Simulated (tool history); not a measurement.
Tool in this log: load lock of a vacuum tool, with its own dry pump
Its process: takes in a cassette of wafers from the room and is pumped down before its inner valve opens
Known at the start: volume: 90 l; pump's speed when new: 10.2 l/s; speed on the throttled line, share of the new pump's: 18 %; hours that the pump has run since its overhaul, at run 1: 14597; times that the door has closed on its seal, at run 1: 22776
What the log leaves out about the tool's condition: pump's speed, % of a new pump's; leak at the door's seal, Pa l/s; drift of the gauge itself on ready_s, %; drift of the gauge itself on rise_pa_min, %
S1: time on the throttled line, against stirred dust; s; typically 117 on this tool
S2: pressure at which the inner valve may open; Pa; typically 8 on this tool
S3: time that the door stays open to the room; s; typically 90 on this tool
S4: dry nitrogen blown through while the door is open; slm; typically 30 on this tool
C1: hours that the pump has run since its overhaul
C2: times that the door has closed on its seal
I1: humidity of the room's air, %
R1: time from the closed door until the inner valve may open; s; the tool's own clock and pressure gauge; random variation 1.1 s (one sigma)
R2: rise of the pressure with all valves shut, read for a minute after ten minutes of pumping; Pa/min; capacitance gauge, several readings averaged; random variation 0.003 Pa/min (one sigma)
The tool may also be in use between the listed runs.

Run 1, day 0.000: usual settings; C1 14597; C2 22776; I1 45.4. Result: R1 189.0 s, R2 0.141 Pa/min.
Run 2, day 11.562: usual settings; C1 14875; C2 23407; I1 44.7. Result: R1 189.6 s, R2 0.153 Pa/min.
Run 3, day 28.575: usual settings; C1 15283; C2 24336; I1 48.0. Result: R1 189.9 s, R2 0.157 Pa/min.
At day 36.062: dry pump taken out, an overhauled one fitted.
Run 4, day 37.625: usual settings; C1 37; C2 24816; I1 49.9. Result: R1 178.3 s, R2 0.163 Pa/min.
Run 5, day 45.983: usual settings but S4 14 slm; C1 238; C2 25272; I1 48.2. Result: R1 178.6 s, R2 0.177 Pa/min.
Run 6, day 59.167: usual settings but S4 14 slm; C1 554; C2 25992; I1 45.5. Result: R1 178.6 s, R2 0.177 Pa/min.
Run 7, day 72.967: usual settings but S2 15 Pa; C1 886; C2 26745; I1 43.4. Result: R1 173.6 s, R2 0.178 Pa/min.
Run 8, day 84.621: usual settings but S2 15 Pa; C1 1165; C2 27381; I1 46.6. Result: R1 173.3 s, R2 0.187 Pa/min.
Run 9, day 92.883: usual settings but S2 14 Pa; C1 1364; C2 27832; I1 46.8. Result: R1 173.0 s, R2 0.191 Pa/min.
Run 10, day 102.288: usual settings but S2 14 Pa; C1 1589; C2 28345; I1 46.6. Result: R1 173.0 s, R2 0.197 Pa/min.
Run 11, day 119.533: usual settings but S2 14 Pa; C1 2003; C2 29286; I1 45.1. Result: R1 174.3 s, R2 0.205 Pa/min.
Run 12, day 135.479: usual settings but S2 14 Pa; C1 2386; C2 30157; I1 46.3. Result: R1 173.8 s, R2 0.223 Pa/min.
Run 13, day 144.996: usual settings but S2 14 Pa; C1 2614; C2 30676; I1 45.7. Result: R1 175.0 s, R2 0.220 Pa/min.
Run 14, day 164.446: usual settings but S2 14 Pa; C1 3081; C2 31738; I1 44.1. Result: R1 174.6 s, R2 0.235 Pa/min.
Run 15, day 174.504: usual settings; C1 3323; C2 32287; I1 45.5. Result: R1 182.5 s, R2 0.246 Pa/min.
Run 16, day 189.496: usual settings; C1 3682; C2 33105; I1 45.6. Result: R1 179.7 s, R2 0.250 Pa/min.
Run 17, day 200.092: usual settings; C1 3937; C2 33683; I1 41.6. Result: R1 179.0 s, R2 0.249 Pa/min.
Run 18, day 219.433: usual settings but S4 21 slm; C1 4401; C2 34739; I1 45.7. Result: R1 181.5 s, R2 0.273 Pa/min.
Run 19, day 229.662: usual settings but S4 21 slm; C1 4646; C2 35297; I1 46.4. Result: R1 181.1 s, R2 0.283 Pa/min.
Run 20, day 239.650: usual settings but S1 174 s, S3 175 s, S4 32 slm; C1 4886; C2 35842; I1 47.7. Result: R1 224.3 s, R2 0.297 Pa/min.
Run 21, day 250.083: usual settings but S1 101 s, S2 6 Pa, S3 182 s, S4 36 slm; C1 5137; C2 36412; I1 44.3. Result: R1 169.4 s, R2 0.302 Pa/min.
Run 22, day 270.504: usual settings but S1 103 s, S2 7 Pa, S3 26 s, S4 36 slm; C1 5627; C2 37526; I1 44.0. Result: R1 171.6 s, R2 0.304 Pa/min.
At day 274.950: door's seal changed, seat wiped.
Run 23, day 286.617: usual settings but S1 120 s, S4 4 slm; C1 6012; C2 637; I1 44.9. Result: R1 185.0 s, R2 0.027 Pa/min.
Run 24, day 306.271: usual settings but S1 120 s, S4 4 slm; C1 6484; C2 1710; I1 43.3. Result: R1 186.6 s, R2 0.029 Pa/min.
Run 25, day 320.554: usual settings but S1 120 s, S2 9 Pa, S4 39 slm; C1 6826; C2 2489; I1 49.4. Result: R1 184.2 s, R2 0.024 Pa/min.
Run 26, day 332.979: usual settings but S1 120 s, S2 9 Pa, S4 39 slm; C1 7124; C2 3167; I1 43.8. Result: R1 183.5 s, R2 0.025 Pa/min.
Run 27, day 345.646: usual settings but S1 120 s, S2 9 Pa, S4 39 slm; C1 7429; C2 3859; I1 45.8. Result: R1 184.4 s, R2 0.027 Pa/min.
Run 28, day 355.846: usual settings but S1 83 s, S4 6 slm; C1 7673; C2 4415; I1 46.2. Result: R1 155.5 s, R2 0.036 Pa/min.
Run 29, day 372.067: usual settings but S1 83 s, S2 7 Pa, S3 43 s, S4 6 slm; C1 8063; C2 5301; I1 43.7. Result: R1 156.0 s, R2 0.039 Pa/min.
Run 30, day 385.125: usual settings but S3 72 s, S4 19 slm; C1 8376; C2 6013; I1 41.0. Result: R1 184.2 s, R2 0.041 Pa/min.
Run 31, day 395.642: usual settings but S1 110 s, S2 6 Pa, S3 88 s, S4 14 slm; C1 8628; C2 6587; I1 45.9. Result: R1 181.4 s, R2 0.058 Pa/min.
Run 32, day 414.038: usual settings but S1 151 s, S3 197 s; C1 9070; C2 7591; I1 45.1. Result: R1 209.5 s, R2 0.059 Pa/min.
Run 33, day 425.008: usual settings but S1 94 s, S4 43 slm; C1 9333; C2 8190; I1 40.5. Result: R1 166.5 s, R2 0.043 Pa/min.
Run 34, day 433.938: usual settings but S1 94 s, S4 43 slm; C1 9548; C2 8677; I1 43.4. Result: R1 166.1 s, R2 0.045 Pa/min.
Run 35, day 453.675: usual settings but S1 130 s, S2 11 Pa, S3 26 s, S4 27 slm; C1 10021; C2 9755; I1 41.7. Result: R1 193.5 s, R2 0.047 Pa/min.
Run 36, day 462.821: usual settings but S1 130 s, S2 11 Pa, S3 26 s, S4 27 slm; C1 10241; C2 10254; I1 47.4. Result: R1 192.1 s, R2 0.055 Pa/min.
Run 37, day 481.488: usual settings but S2 10 Pa; C1 10689; C2 11273; I1 41.5. Result: R1 183.1 s, R2 0.064 Pa/min.
Run 38, day 499.629: usual settings but S1 223 s, S2 10 Pa; C1 11124; C2 12263; I1 46.3. Result: R1 267.3 s, R2 0.069 Pa/min.

Take each entry between the runs: how does the hidden state at the last listed run before it differ from the hidden state at the first listed run after it?
Runs 3 to 4: dry pump taken out, an overhauled one fitted (day 36.062)
  pump's speed, % of a new pump's: 85.2 -> 100.9; leak at the door's seal, Pa l/s: 0.2079 -> 0.2157
  measured result minus the result with no hidden state, R1: +10.7 -> -0.6 s; R2: +0.140 -> +0.142 Pa/min
Runs 22 to 23: door's seal changed, seat wiped (day 274.950)
  pump's speed, % of a new pump's: 95.6 -> 95.3; leak at the door's seal, Pa l/s: 0.4356 -> 0.0036
  measured result minus the result with no hidden state, R1: +3.0 -> +3.0 s; R2: +0.293 -> +0.001 Pa/min

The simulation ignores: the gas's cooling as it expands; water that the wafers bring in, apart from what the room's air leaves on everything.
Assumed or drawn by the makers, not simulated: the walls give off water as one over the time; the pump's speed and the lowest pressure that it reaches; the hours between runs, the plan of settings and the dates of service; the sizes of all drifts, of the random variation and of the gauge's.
